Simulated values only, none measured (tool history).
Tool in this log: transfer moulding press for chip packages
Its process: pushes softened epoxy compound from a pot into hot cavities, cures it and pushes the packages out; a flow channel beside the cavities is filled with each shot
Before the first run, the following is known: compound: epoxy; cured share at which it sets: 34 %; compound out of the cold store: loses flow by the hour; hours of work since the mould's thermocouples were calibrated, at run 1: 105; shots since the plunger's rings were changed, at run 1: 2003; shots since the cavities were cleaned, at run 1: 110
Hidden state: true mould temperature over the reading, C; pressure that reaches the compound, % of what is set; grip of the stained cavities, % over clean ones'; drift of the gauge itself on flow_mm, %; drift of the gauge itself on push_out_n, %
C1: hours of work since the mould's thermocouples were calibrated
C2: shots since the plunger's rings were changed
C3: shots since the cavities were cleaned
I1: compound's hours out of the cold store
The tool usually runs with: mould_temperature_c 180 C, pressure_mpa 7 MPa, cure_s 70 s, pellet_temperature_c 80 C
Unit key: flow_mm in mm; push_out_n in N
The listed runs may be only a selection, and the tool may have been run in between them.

run 1 hour=0 | mould_temperature_c=180 pressure_mpa=7 cure_s=70 pellet_temperature_c=80 | C1=105 C2=2003 C3=110 | I1=32 | flow_mm=771 push_out_n=580
run 2 hour=18.2 | mould_temperature_c=180 pressure_mpa=7 cure_s=70 pellet_temperature_c=90 | C1=112 C2=2192 C3=299 | I1=28.1 | flow_mm=778 push_out_n=570
run 3 hour=34 | mould_temperature_c=172 pressure_mpa=7 cure_s=70 pellet_temperature_c=80 | C1=119 C2=2356 C3=463 | I1=39.2 | flow_mm=743 push_out_n=907
run 4 hour=54.2 | mould_temperature_c=172 pressure_mpa=7 cure_s=70 pellet_temperature_c=80 | C1=128 C2=2565 C3=672 | I1=44.2 | flow_mm=717 push_out_n=894
-- hour=64.1 cavities cleaned with cleaning compound and waxed
run 5 hour=77.9 | mould_temperature_c=172 pressure_mpa=7 cure_s=70 pellet_temperature_c=80 | C1=137 C2=2796 C3=143 | I1=42.6 | flow_mm=733 push_out_n=838
run 6 hour=97.5 | mould_temperature_c=172 pressure_mpa=7 cure_s=70 pellet_temperature_c=80 | C1=145 C2=2999 C3=346 | I1=28.6 | flow_mm=784 push_out_n=938
run 7 hour=107.7 | mould_temperature_c=172 pressure_mpa=7 cure_s=70 pellet_temperature_c=80 | C1=150 C2=3105 C3=452 | I1=34.6 | flow_mm=755 push_out_n=904
run 8 hour=120 | mould_temperature_c=180 pressure_mpa=7 cure_s=70 pellet_temperature_c=80 | C1=155 C2=3232 C3=579 | I1=33.1 | flow_mm=758 push_out_n=565
-- hour=140.3 cavities cleaned with cleaning compound and waxed
run 9 hour=141.5 | mould_temperature_c=180 pressure_mpa=7 cure_s=70 pellet_temperature_c=80 | C1=163 C2=3439 C3=12 | I1=22.6 | flow_mm=794 push_out_n=571
run 10 hour=154.4 | mould_temperature_c=180 pressure_mpa=7 cure_s=70 pellet_temperature_c=80 | C1=169 C2=3574 C3=147 | I1=33.6 | flow_mm=752 push_out_n=564
run 11 hour=172.8 | mould_temperature_c=180 pressure_mpa=7 cure_s=70 pellet_temperature_c=80 | C1=176 C2=3765 C3=338 | I1=36.1 | flow_mm=743 push_out_n=576
run 12 hour=194.1 | mould_temperature_c=180 pressure_mpa=7 cure_s=70 pellet_temperature_c=80 | C1=185 C2=3985 C3=558 | I1=13.7 | flow_mm=836 push_out_n=617
run 13 hour=203.1 | mould_temperature_c=180 pressure_mpa=7 cure_s=70 pellet_temperature_c=80 | C1=189 C2=4078 C3=651 | I1=29.6 | flow_mm=775 push_out_n=573
-- hour=216.3 cavities cleaned with cleaning compound and waxed
run 14 hour=226.4 | mould_temperature_c=180 pressure_mpa=7 cure_s=70 pellet_temperature_c=83 | C1=198 C2=4304 C3=105 | I1=16.9 | flow_mm=823 push_out_n=585
run 15 hour=243.8 | mould_temperature_c=172 pressure_mpa=7 cure_s=80 pellet_temperature_c=83 | C1=206 C2=4485 C3=286 | I1=28.8 | flow_mm=780 push_out_n=701
run 16 hour=258.1 | mould_temperature_c=179 pressure_mpa=7.53 cure_s=73 pellet_temperature_c=71 | C1=212 C2=4634 C3=435 | I1=18.7 | flow_mm=833 push_out_n=568
run 17 hour=269.8 | mould_temperature_c=179 pressure_mpa=7.53 cure_s=73 pellet_temperature_c=71 | C1=217 C2=4755 C3=556 | I1=29.5 | flow_mm=811 push_out_n=556
-- hour=291.8 cavities cleaned with cleaning compound and waxed
run 18 hour=291.8 | mould_temperature_c=179 pressure_mpa=7.41 cure_s=73 pellet_temperature_c=71 | C1=225 C2=4968 C3=0 | I1=21.4 | flow_mm=822 push_out_n=577
run 19 hour=302.1 | mould_temperature_c=179 pressure_mpa=5.38 cure_s=68 pellet_temperature_c=71 | C1=230 C2=5074 C3=106 | I1=37.7 | flow_mm=639 push_out_n=654
run 20 hour=321 | mould_temperature_c=179 pressure_mpa=5.38 cure_s=68 pellet_temperature_c=71 | C1=238 C2=5271 C3=303 | I1=41.3 | flow_mm=648 push_out_n=641
run 21 hour=336.6 | mould_temperature_c=179 pressure_mpa=5.38 cure_s=68 pellet_temperature_c=71 | C1=244 C2=5432 C3=464 | I1=16.9 | flow_mm=729 push_out_n=696
run 22 hour=347.5 | mould_temperature_c=179 pressure_mpa=5.38 cure_s=68 pellet_temperature_c=71 | C1=249 C2=5545 C3=577 | I1=25.9 | flow_mm=694 push_out_n=697
-- hour=366.5 cavities cleaned with cleaning compound and waxed
run 23 hour=369.4 | mould_temperature_c=183 pressure_mpa=5.38 cure_s=78 pellet_temperature_c=71 | C1=258 C2=5757 C3=31 | I1=10.3 | flow_mm=740 push_out_n=461
run 24 hour=379.8 | mould_temperature_c=183 pressure_mpa=5.38 cure_s=78 pellet_temperature_c=71 | C1=262 C2=5864 C3=138 | I1=24.5 | flow_mm=692 push_out_n=461
run 25 hour=390.6 | mould_temperature_c=184 pressure_mpa=5.38 cure_s=66 pellet_temperature_c=71 | C1=266 C2=5976 C3=250 | I1=32.4 | flow_mm=667 push_out_n=560
run 26 hour=407.4 | mould_temperature_c=184 pressure_mpa=5.38 cure_s=66 pellet_temperature_c=71 | C1=274 C2=6151 C3=425 | I1=39.9 | flow_mm=643 push_out_n=558
run 27 hour=423.3 | mould_temperature_c=185 pressure_mpa=7 cure_s=90 pellet_temperature_c=80 | C1=280 C2=6316 C3=590 | I1=28.1 | flow_mm=781 push_out_n=439
-- hour=441.7 cavities cleaned with cleaning compound and waxed
run 28 hour=446.6 | mould_temperature_c=185 pressure_mpa=7 cure_s=90 pellet_temperature_c=80 | C1=290 C2=6542 C3=50 | I1=22.2 | flow_mm=791 push_out_n=429

Predict each of these 5 candidate next runs independently; none follows another, all start after run 28:
run A hour=459 | mould_temperature_c=180 pressure_mpa=5.6 cure_s=70 pellet_temperature_c=80 | C1=295 C2=6670 C3=178 | I1=14.2 | flow_mm=? push_out_n=?
run B hour=459 | mould_temperature_c=184 pressure_mpa=7 cure_s=90 pellet_temperature_c=80 | C1=295 C2=6670 C3=178 | I1=13.6 | flow_mm=? push_out_n=?
run C hour=459 | mould_temperature_c=184 pressure_mpa=5.28 cure_s=87 pellet_temperature_c=80 | C1=295 C2=6670 C3=178 | I1=34.2 | flow_mm=? push_out_n=?
run D hour=459 | mould_temperature_c=181 pressure_mpa=7 cure_s=55 pellet_temperature_c=79 | C1=295 C2=6670 C3=178 | I1=37 | flow_mm=? push_out_n=?
run E hour=459 | mould_temperature_c=181 pressure_mpa=7 cure_s=90 pellet_temperature_c=87 | C1=295 C2=6670 C3=178 | I1=30.9 | flow_mm=? push_out_n=?

run=A flow_mm=744 push_out_n=576
run=B flow_mm=830 push_out_n=431
run=C flow_mm=648 push_out_n=436
run=D flow_mm=747 push_out_n=1010
run=E flow_mm=757 push_out_n=437
The same runs, with their run-to-run variation unchanged, on a tool lacking any hidden condition would have given:
run=A flow_mm=745 push_out_n=574
run=B flow_mm=831 push_out_n=430
run=C flow_mm=649 push_out_n=435
run=D flow_mm=748 push_out_n=1007
run=E flow_mm=758 push_out_n=436

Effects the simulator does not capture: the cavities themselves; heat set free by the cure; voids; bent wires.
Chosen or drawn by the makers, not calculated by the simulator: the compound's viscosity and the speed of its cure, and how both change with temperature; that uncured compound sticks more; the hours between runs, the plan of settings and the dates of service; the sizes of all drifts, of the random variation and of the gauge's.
